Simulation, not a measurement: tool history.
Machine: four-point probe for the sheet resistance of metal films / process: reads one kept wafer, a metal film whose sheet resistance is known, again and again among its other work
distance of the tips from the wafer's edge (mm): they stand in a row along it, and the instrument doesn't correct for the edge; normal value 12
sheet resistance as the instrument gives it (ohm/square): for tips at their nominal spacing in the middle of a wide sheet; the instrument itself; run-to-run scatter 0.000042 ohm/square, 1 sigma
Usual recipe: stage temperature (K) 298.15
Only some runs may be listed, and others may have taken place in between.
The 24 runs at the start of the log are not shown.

| run | hour | stage temperature (K) | distance of the tips from the wafer's edge (mm) | sheet resistance as the instrument gives it (ohm/square) |
|---|---|---|---|---|
| 25 | 1178.4 | 293.15 | 7 | 0.213804 |
| 26 | 1220.6 | 293.15 | 7 | 0.213889 |
| 27 | 1252.9 | 299.15 | 29 | 0.212751 |
| 28 | 1316.3 | 305.15 | 11 | 0.212742 |
| 29 | 1376.8 | 298.15 | 30 | 0.212783 |
| 30 | 1413 | 304.15 | 20 | 0.212595 |
| 31 | 1446.8 | 306.15 | 20 | 0.212535 |
| 32 | 1507.2 | 306.15 | 14 | 0.212662 |
| 33 | 1561.6 | 293.15 | 4 | 0.215874 |
| 34 | 1596 | 305.15 | 66 | 0.212467 |
| 35 | 1643.5 | 305.15 | 7 | 0.213437 |
| 36 | 1684 | 298.15 | 7 | 0.213879 |
| 37 | 1726 | 293.15 | 8 | 0.213885 |
| 38 | 1800 | 293.15 | 8 | 0.213777 |
| 39 | 1863.9 | 294.15 | 25 | 0.213232 |
| 40 | 1896.4 | 296.15 | 20 | 0.21322 |
| 41 | 1940.1 | 294.15 | 22 | 0.213328 |
| 42 | 1987.7 | 296.15 | 39 | 0.213136 |
| 43 | 2035.8 | 296.15 | 39 | 0.213233 |
| 44 | 2084 | 306.15 | 7 | 0.213644 |
| 45 | 2122.5 | 297.15 | 20 | 0.213328 |

4 ways to go on from here, each from the tool as it stands after run 45. What would each give?
| A | 2162.7 | 300.15 | 43 | ? |
| B | 2162.7 | 297.15 | 5 | ? |
| C | 2162.7 | 296.15 | 20 | ? |
| D | 2162.7 | 305.15 | 19 | ? |

| run | sheet resistance as the instrument gives it (ohm/square) |
|---|---|
| A | 0.213093 |
| B | 0.215049 |
| C | 0.213326 |
| D | 0.212845 |
Had the tool no hidden state, the same runs would have come out as:
| run | sheet resistance as the instrument gives it (ohm/square) |
|---|---|
| A | 0.211486 |
| B | 0.213427 |
| C | 0.211716 |
| D | 0.211242 |
